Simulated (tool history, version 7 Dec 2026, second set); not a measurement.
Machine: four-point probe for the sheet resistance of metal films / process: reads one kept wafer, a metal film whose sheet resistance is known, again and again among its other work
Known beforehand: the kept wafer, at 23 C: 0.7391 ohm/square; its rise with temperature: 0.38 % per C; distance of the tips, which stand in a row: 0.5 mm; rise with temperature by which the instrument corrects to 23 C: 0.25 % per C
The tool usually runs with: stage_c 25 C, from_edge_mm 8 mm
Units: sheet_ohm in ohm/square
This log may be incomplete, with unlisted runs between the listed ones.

| run | hour | stage_c | from_edge_mm | sheet_ohm |
|---|---|---|---|---|
| 1 | 0 | 25 | 8 | 0.742283 |
| 2 | 55.9 | 25 | 33 | 0.741234 |
| 3 | 153.2 | 25 | 23 | 0.741177 |
| 4 | 223.4 | 25 | 23 | 0.741094 |
| 5 | 293.1 | 25 | 23 | 0.741097 |
| 6 | 380.1 | 25 | 8 | 0.742399 |
| 7 | 493.6 | 25 | 8 | 0.742474 |
| 8 | 603.9 | 25 | 8 | 0.742605 |
| 9 | 694.6 | 25 | 8 | 0.742465 |
| 10 | 765.7 | 25 | 25 | 0.7411 |
| 11 | 818.2 | 25 | 25 | 0.741224 |
| 12 | 920.1 | 25 | 25 | 0.74107 |
| 13 | 979.9 | 25 | 25 | 0.741154 |
| 14 | 1095 | 25 | 8 | 0.742506 |
| 15 | 1205.4 | 25 | 8 | 0.742317 |
| 16 | 1322.8 | 35 | 8 | 0.751272 |
| 17 | 1377.4 | 35 | 8 | 0.751388 |
| 18 | 1494 | 35 | 8 | 0.751204 |
| 19 | 1586.7 | 35 | 8 | 0.751215 |
| 20 | 1669.4 | 35 | 8 | 0.751308 |
| 21 | 1738.9 | 35 | 8 | 0.751211 |
| 22 | 1846.7 | 35 | 8 | 0.751428 |
| 23 | 1923.2 | 27 | 13 | 0.743262 |
| 24 | 2033.9 | 26 | 24 | 0.741897 |
| 25 | 2134.4 | 25 | 10 | 0.741939 |
| 26 | 2210.9 | 25 | 10 | 0.741994 |
|  | 2267.9 | stage's thermometer calibrated |
| 27 | 2310.4 | 25 | 10 | 0.741744 |
| 28 | 2426.6 | 25 | 10 | 0.741807 |
| 29 | 2528.5 | 18 | 43 | 0.734444 |
| 30 | 2637.2 | 24 | 8 | 0.741611 |

The next listed run, before its measurement:
| 31 | 2742.9 | 27 | 20 | ? |

{"run 31": {"sheet_ohm": 0.742891}}
If the tool had no hidden condition, the same run with the same run-to-run variation would have returned sheet_ohm 0.742944 ohm/square.
